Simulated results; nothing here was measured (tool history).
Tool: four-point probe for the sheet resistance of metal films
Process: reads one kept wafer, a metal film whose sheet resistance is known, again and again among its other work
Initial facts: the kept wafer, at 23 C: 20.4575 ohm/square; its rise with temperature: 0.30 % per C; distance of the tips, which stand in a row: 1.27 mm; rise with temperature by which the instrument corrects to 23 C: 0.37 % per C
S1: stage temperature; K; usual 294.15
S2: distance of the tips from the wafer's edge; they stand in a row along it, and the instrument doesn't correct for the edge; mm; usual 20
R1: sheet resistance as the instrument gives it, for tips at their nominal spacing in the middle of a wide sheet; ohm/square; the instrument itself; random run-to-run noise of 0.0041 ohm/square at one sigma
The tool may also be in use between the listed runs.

Run 1, day 0.000: usual settings. Result: R1 20.584664 ohm/square.
Run 2, day 0.908: usual settings. Result: R1 20.587120 ohm/square.
Run 3, day 2.083: usual settings but S1 295.15 K. Result: R1 20.568815 ohm/square.
Run 4, day 3.000: usual settings but S1 295.15 K. Result: R1 20.572422 ohm/square.
Run 5, day 4.496: usual settings but S1 295.15 K. Result: R1 20.572304 ohm/square.
Run 6, day 5.750: usual settings but S1 295.15 K, S2 4 mm. Result: R1 21.586994 ohm/square.
Run 7, day 7.179: usual settings but S1 295.15 K, S2 4 mm. Result: R1 21.582507 ohm/square.
Run 8, day 8.000: usual settings but S1 295.15 K. Result: R1 20.584853 ohm/square.
Run 9, day 9.321: usual settings. Result: R1 20.589307 ohm/square.
Run 10, day 11.275: usual settings. Result: R1 20.597046 ohm/square.
Run 11, day 12.446: usual settings. Result: R1 20.591350 ohm/square.
Run 12, day 14.092: usual settings but S2 7 mm. Result: R1 20.909465 ohm/square.
Run 13, day 15.200: usual settings but S1 293.15 K. Result: R1 20.619980 ohm/square.
Run 14, day 16.804: usual settings. Result: R1 20.601095 ohm/square.
Run 15, day 18.096: usual settings. Result: R1 20.598350 ohm/square.
Run 16, day 19.617: usual settings. Result: R1 20.597923 ohm/square.
Run 17, day 21.567: usual settings. Result: R1 20.593200 ohm/square.
Run 18, day 23.325: usual settings. Result: R1 20.602407 ohm/square.
Run 19, day 25.292: usual settings. Result: R1 20.607510 ohm/square.
Run 20, day 26.921: usual settings. Result: R1 20.603049 ohm/square.
Run 21, day 28.200: usual settings. Result: R1 20.610179 ohm/square.
Run 22, day 29.742: usual settings. Result: R1 20.603548 ohm/square.
At day 30.738: stage's thermometer calibrated.
Run 23, day 31.679: usual settings. Result: R1 20.611779 ohm/square.
Run 24, day 33.600: usual settings but S1 305.15 K. Result: R1 20.463014 ohm/square.
Run 25, day 35.062: usual settings but S2 48 mm. Result: R1 20.584230 ohm/square.
Run 26, day 36.812: usual settings but S1 307.15 K, S2 7 mm. Result: R1 20.755585 ohm/square.
At day 38.312: stage's thermometer calibrated, once more.
Run 27, day 38.796: usual settings but S1 291.15 K. Result: R1 20.643601 ohm/square.
Run 28, day 40.788: usual settings but S1 291.15 K. Result: R1 20.644113 ohm/square.
Run 29, day 42.250: usual settings but S2 3 mm. Result: R1 22.340193 ohm/square.

Forecast run 30:
Run 30, day 43.712: usual settings but S2 3 mm. Result: R1 ?.

{"run 30": {"R1": 22.347232}}
With the hidden condition absent and the run-to-run variation left alone, this run would have shown R1 22.273954 ohm/square.
